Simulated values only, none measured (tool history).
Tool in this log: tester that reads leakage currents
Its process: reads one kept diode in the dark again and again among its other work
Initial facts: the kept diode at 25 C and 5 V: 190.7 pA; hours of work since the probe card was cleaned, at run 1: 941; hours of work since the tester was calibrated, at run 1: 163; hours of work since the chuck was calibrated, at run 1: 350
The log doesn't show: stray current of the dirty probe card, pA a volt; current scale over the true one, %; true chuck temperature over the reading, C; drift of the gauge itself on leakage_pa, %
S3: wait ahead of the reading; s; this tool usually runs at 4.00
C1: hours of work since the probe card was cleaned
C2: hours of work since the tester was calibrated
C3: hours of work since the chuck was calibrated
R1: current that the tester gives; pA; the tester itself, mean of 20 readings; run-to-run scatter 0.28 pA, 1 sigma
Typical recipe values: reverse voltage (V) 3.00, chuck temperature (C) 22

run 1 day=0.000 | reverse_voltage_(V)=3.00 chuck_temperature_(C)=22 S3=4.00 | C1=941 C2=163 C3=350 | R1=128.59
run 2 day=2.650 | reverse_voltage_(V)=3.00 chuck_temperature_(C)=22 S3=4.00 | C1=968 C2=190 C3=377 | R1=128.08
run 3 day=6.208 | reverse_voltage_(V)=3.00 chuck_temperature_(C)=22 S3=4.00 | C1=1004 C2=226 C3=413 | R1=128.09
run 4 day=11.479 | reverse_voltage_(V)=3.00 chuck_temperature_(C)=22 S3=4.00 | C1=1058 C2=280 C3=467 | R1=126.83
run 5 day=17.375 | reverse_voltage_(V)=3.00 chuck_temperature_(C)=22 S3=4.00 | C1=1119 C2=341 C3=527 | R1=126.98
run 6 day=22.133 | reverse_voltage_(V)=3.00 chuck_temperature_(C)=27 S3=4.00 | C1=1168 C2=390 C3=576 | R1=183.93
run 7 day=28.125 | reverse_voltage_(V)=3.00 chuck_temperature_(C)=47 S3=4.00 | C1=1229 C2=451 C3=638 | R1=723.73
run 8 day=32.796 | reverse_voltage_(V)=5.20 chuck_temperature_(C)=47 S3=4.00 | C1=1277 C2=499 C3=685 | R1=894.12

What does the tool deliver on the next run?
run 9 day=37.529 | reverse_voltage_(V)=9.23 chuck_temperature_(C)=22 S3=1.01 | C1=1325 C2=547 C3=734 | R1=?

{"run 9": {"R1": 206.87}}
If the tool had no hidden condition, the same run with the same run-to-run variation would have returned R1 195.46 pA.
